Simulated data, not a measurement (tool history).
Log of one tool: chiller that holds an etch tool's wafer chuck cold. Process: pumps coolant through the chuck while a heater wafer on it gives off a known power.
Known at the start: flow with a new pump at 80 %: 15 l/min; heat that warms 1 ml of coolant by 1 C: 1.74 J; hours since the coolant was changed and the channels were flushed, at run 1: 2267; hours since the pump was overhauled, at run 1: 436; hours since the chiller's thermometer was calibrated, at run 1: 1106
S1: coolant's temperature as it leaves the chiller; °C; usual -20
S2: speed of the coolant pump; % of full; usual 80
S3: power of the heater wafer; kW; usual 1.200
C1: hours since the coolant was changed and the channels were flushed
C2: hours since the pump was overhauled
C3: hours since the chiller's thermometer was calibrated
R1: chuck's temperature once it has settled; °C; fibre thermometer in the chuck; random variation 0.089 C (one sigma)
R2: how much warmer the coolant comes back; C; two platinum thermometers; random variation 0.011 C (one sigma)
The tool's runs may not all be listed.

run     day   S1   S2     S3    C1    C2    C3      R1    R2
  1   0.000  -20   80  1.200  2267   436  1106   -9.14  2.76
  2   1.025  -16   80  1.200  2292   461  1131   -5.11  2.77
  3   2.067  -20   80  1.200  2317   486  1156   -9.30  2.76
  4   3.083  -14   80  1.200  2341   510  1180   -3.10  2.76
  5   4.275  -14   80  1.200  2370   539  1209   -3.13  2.79
  6   4.958  -14   80  1.200  2386   555  1225   -3.09  2.79
  7   5.783  -14   80  1.200  2406   575  1245   -3.14  2.78
  8   6.317  -14   80  1.200  2419   588  1258   -3.28  2.78
  9   6.929  -14   80  1.200  2434   603  1273   -3.15  2.78
 10   7.742  -14   80  1.200  2453   622  1292   -3.12  2.78
 11   8.667  -23   80  1.200  2475   644  1314  -12.20  2.81
 12   9.367  -23   80  1.200  2492   661  1331  -12.16  2.81
 13   9.875  -20   80  1.200  2504   673  1343   -9.22  2.81
 14  10.779  -20   80  1.200  2526   695  1365   -9.08  2.79
 15  11.329  -20   80  1.634  2539   708  1378   -5.21  3.80
 16  12.129  -20   80  0.637  2558   727  1398  -14.21  1.52
 17  13.129  -15   95  1.090  2582   751  1422   -6.54  2.15
 18  14.338  -22   95  1.587  2611   780  1451   -9.85  3.11
 19  15.325  -22   95  1.587  2635   804  1474   -9.69  3.09
 20  15.946  -20   78  0.626  2650   819  1489  -14.23  1.57
 21  16.621  -20   78  0.626  2666   835  1505  -14.37  1.56
 22  17.700  -14   86  0.601  2692   861  1531   -9.00  1.38
 23  18.454  -20   80  0.666  2710   879  1549  -13.94  1.64
 24  19.629  -20  100  0.666  2738   907  1578  -15.27  1.29
 25  20.679  -20  100  0.666  2764   933  1603  -15.00  1.30
 26  21.254  -13   61  1.124  2777   946  1617    0.03  3.59
 27  21.821  -13   80  1.137  2791   960  1630   -2.60  2.72
 28  22.854  -20   80  1.358  2816   985  1655   -7.73  3.24
 29  23.358  -20   62  0.661  2828   997  1667  -12.56  2.15
 30  23.875  -20   62  0.661  2840  1009  1679  -12.61  2.13
 31  24.900  -25   64  1.400  2865  1034  1704   -9.46  4.24

Forecast each of these 3 alternatives for the next run:
  A  25.467  -27  70  1.069  2879  1048  1718   ?   ?
  B  25.467  -23  80  1.200  2879  1048  1718   ?   ?
  C  25.467  -13  69  1.468  2879  1048  1718   ?   ?

run      R1    R2
  A  -15.99  2.99
  B  -12.07  2.91
  C    2.17  4.12
Without the tool's hidden state the same runs would have given:
run      R1    R2
  A  -16.00  2.85
  B  -12.08  2.76
  C    2.16  3.97

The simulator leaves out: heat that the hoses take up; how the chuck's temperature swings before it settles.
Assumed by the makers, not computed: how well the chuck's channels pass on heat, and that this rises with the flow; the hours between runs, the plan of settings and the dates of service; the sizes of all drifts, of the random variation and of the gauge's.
